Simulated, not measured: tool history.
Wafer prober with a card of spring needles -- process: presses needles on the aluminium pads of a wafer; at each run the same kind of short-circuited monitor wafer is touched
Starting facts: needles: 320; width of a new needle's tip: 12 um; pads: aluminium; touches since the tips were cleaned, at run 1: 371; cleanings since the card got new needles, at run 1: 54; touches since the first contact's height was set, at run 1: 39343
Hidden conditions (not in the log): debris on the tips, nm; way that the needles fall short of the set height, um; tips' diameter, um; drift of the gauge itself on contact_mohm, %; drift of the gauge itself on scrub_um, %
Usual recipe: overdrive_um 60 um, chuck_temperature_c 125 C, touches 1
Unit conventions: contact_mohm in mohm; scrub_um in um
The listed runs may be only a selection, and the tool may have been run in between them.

run,hour,overdrive_um,chuck_temperature_c,touches,touches since the tips were cleaned,cleanings since the card got new needles,touches since the first contact's height was set,contact_mohm,scrub_um
1,0,60,125,1,371,54,39343,207,13.46
# hour 7.4: tips cleaned on abrasive film
2,9.1,60,125,1,745,55,43296,207,13.55
# hour 15.3: tips cleaned on abrasive film
# hour 23.2: tips cleaned on abrasive film
3,23.2,60,35,1,0,57,49367,181,13.27
# hour 32: tips cleaned on abrasive film
4,33.2,60,35,1,516,58,53682,187,13.23
# hour 39.9: tips cleaned on abrasive film
5,42.3,60,35,1,1058,59,57626,199,13.33
# hour 48: tips cleaned on abrasive film
6,52.8,60,35,1,2091,60,62182,203,13.2
# hour 56.1: tips cleaned on abrasive film
# hour 64: tips cleaned on abrasive film
7,65.1,60,35,1,509,62,67498,186,13.19
# hour 72: tips cleaned on abrasive film
8,76.6,60,125,1,2046,63,72487,220,13.22
# hour 80.9: tips cleaned on abrasive film
9,84.6,60,125,2,1641,64,75941,208,13.16
# hour 88.9: tips cleaned on abrasive film
10,92.6,60,125,1,1596,65,79374,217,13.16
# hour 97.6: tips cleaned on abrasive film
11,102,60,125,2,1922,66,83429,217,13.14
# hour 105.5: tips cleaned on abrasive film
# hour 114.1: tips cleaned on abrasive film
12,117.3,60,125,2,1426,68,90074,211,13.18
# hour 122.2: tips cleaned on abrasive film
13,126.2,60,125,1,1739,69,93916,224,13.11
# hour 131: tips cleaned on abrasive film
14,136.2,60,125,1,2252,70,98223,228,13.05
# hour 138.9: tips cleaned on abrasive film
15,145.6,60,125,1,2920,71,102309,232,13.11
# hour 147: tips cleaned on abrasive film
16,154.3,60,125,1,3231,72,106087,235,13.08
# hour 155.6: tips cleaned on abrasive film
# hour 163.8: tips cleaned on abrasive film
17,167.2,64,25,1,1491,74,111631,203,14.01
# hour 171.7: tips cleaned on abrasive film
# hour 180: tips cleaned on abrasive film
18,181,66,107,1,442,76,117573,205,14.38
# hour 188.9: tips cleaned on abrasive film
19,193.2,64,32,2,1858,77,122863,193,13.93
# hour 197.2: tips cleaned on abrasive film
20,204.2,64,32,2,3063,78,127655,201,13.9
# hour 205.5: tips cleaned on abrasive film
# hour 214.3: tips cleaned on abrasive film
21,219.7,64,32,2,2396,80,134354,199,13.73
# hour 223: tips cleaned on abrasive film
# hour 231.4: tips cleaned on abrasive film
22,234.4,76,85,2,1281,82,140658,197,16.5
# hour 240.4: tips cleaned on abrasive film
23,244.2,76,85,2,1646,83,144914,197,16.35
# hour 248.5: tips cleaned on abrasive film
# hour 256.8: tips cleaned on abrasive film
24,259.9,43,45,2,1327,85,151691,212,9.02
# hour 265.8: tips cleaned on abrasive film
# hour 274.5: tips cleaned on abrasive film
25,276.3,62,43,1,767,87,158789,202,13.23
# hour 282.9: tips cleaned on abrasive film
# hour 290.9: tips cleaned on abrasive film
# hour 291.2: height of the first contact set anew
26,292.9,43,43,2,772,89,772,204,9.6
# hour 299.5: tips cleaned on abrasive film
# hour 307.4: tips cleaned on abrasive film
27,307.5,62,125,1,69,91,7073,203,13.93
28,314.4,54,47,1,3055,91,10059,230,12.07
# hour 316: tips cleaned on abrasive film
# hour 325: tips cleaned on abrasive film
29,329.5,54,31,1,1969,93,16585,220,12.08
# hour 333.3: tips cleaned on abrasive film
30,340.5,54,31,1,3152,94,21363,228,12.22
# hour 342: tips cleaned on abrasive film
# hour 349.8: tips cleaned on abrasive film
31,351.6,79,87,1,783,96,26138,195,17.72

Each row is a separate what-if for the run after 31, all from the same tool condition, not one after another. Results?
# hour 358.3: tips cleaned on abrasive film
A,359.9,77,46,1,708,97,29730,?,?
# hour 358.3: tips cleaned on abrasive film
B,359.9,60,125,1,708,97,29730,?,?
# hour 358.3: tips cleaned on abrasive film
C,359.9,65,125,2,708,97,29730,?,?

run,contact_mohm,scrub_um
A,191,17.36
B,216,13.44
C,203,14.52
The same runs, with their run-to-run variation unchanged, on a tool lacking any hidden condition would have given:
run,contact_mohm,scrub_um
A,182,17.52
B,202,13.6
C,197,14.68
